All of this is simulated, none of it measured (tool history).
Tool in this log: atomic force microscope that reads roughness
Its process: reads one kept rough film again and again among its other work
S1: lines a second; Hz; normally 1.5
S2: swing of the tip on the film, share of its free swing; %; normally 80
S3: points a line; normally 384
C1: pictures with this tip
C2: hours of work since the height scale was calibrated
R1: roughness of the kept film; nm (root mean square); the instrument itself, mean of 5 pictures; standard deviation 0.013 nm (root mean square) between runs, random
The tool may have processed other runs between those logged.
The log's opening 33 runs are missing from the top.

run	hour	S1	S2	S3	C1	C2	R1
# hour 430.9: new tip fitted
34	436	1.95	80	415	5	56	2.775
35	451.4	1.95	80	415	20	64	2.441
36	459.1	1.95	80	415	27	68	2.286
37	477	2.35	80	474	45	77	1.992
38	487.1	1.5	67	757	54	82	1.989
39	500.5	2.24	68	366	67	89	1.799
# hour 504.9: new tip fitted
40	511.7	1.5	65	384	7	94	2.834
41	520.6	1.5	65	384	15	99	2.681

Forecast each of these 4 alternatives for the next run:
A	529.1	0.98	73	330	23	103	?
B	529.1	1.36	59	382	23	103	?
C	529.1	1.5	62	384	23	103	?
D	529.1	0.89	73	384	23	103	?

run	R1
A	2.526
B	2.537
C	2.55
D	2.548
Without the tool's unlogged condition, the same runs would have read:
run	R1
A	3.023
B	3.036
C	3.052
D	3.05
